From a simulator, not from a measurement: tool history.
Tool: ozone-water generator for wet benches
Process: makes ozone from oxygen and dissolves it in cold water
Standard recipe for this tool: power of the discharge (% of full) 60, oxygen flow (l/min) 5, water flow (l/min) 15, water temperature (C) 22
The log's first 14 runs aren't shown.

run,hour,power of the discharge (% of full),oxygen flow (l/min),water flow (l/min),water temperature (C),hours of work since the electrodes were changed,hours of work since the contactor was cleaned,hours of work since the thermometer was calibrated,dissolved ozone (ppm),ozone in the gas ahead of the water (g/m3)
# hour 1452.6: water thermometer calibrated, once more
15,1502.7,60,5,15,22,2096,960,48,28.7,218.8
16,1579.9,60,5,15,22,2169,1034,121,28.5,219.9
17,1679,57,5,15,22,2264,1128,216,27.8,212.2
18,1801.8,57,5,20,22,2381,1245,333,23.1,211.1
19,1911.1,57,5,15,19,2485,1350,437,28.4,209.9
20,1991.8,60,5.03,12,22,2562,1427,515,31.7,215.3
21,2138,60,5.03,12,22,2702,1566,654,31.3,217.1
22,2291.5,73,8.43,15,17,2848,1713,800,34.7,197.8
23,2409.5,73,8.43,21,17,2961,1825,913,28.9,197.4
24,2521.2,73,8.43,21,17,3068,1932,1020,28.9,195.6
25,2599,73,7.1,21,15,3142,2006,1094,29.3,209.1
26,2679.3,73,7.1,15,15,3218,2083,1170,35.4,207.8
27,2802.8,41,2.62,15,22,3336,2200,1288,20,218.5
28,2890.9,41,2.62,15,24,3420,2285,1372,19.4,216.1
29,3001.5,41,2.62,15,24,3526,2390,1478,19.1,215
30,3138.5,41,2.62,10,24,3657,2521,1609,25.1,216.7
31,3240.5,49,5.87,17,17,3754,2618,1706,25,177.7
32,3380.4,49,2.8,15,17,3887,2752,1839,22.8,229
33,3467.1,60,5,20,22,3970,2834,1922,22.2,205.5
34,3536.3,81,2.95,20,27,4036,2900,1988,21.4,285.3

Branching from run 34: 3 alternative next runs. What would each branch give?
A,3682.6,60,5,15,23,4176,3040,2128,?,?
B,3682.6,60,5,13,22,4176,3040,2128,?,?
C,3682.6,60,5.47,15,22,4176,3040,2128,?,?

run,dissolved ozone (ppm),ozone in the gas ahead of the water (g/m3)
A,25.9,205.2
B,28.7,204.8
C,26.7,199.6
Had the tool no hidden state, the same runs would have come out as:
run,dissolved ozone (ppm),ozone in the gas ahead of the water (g/m3)
A,30.2,233.5
B,33.3,233
C,31.1,227
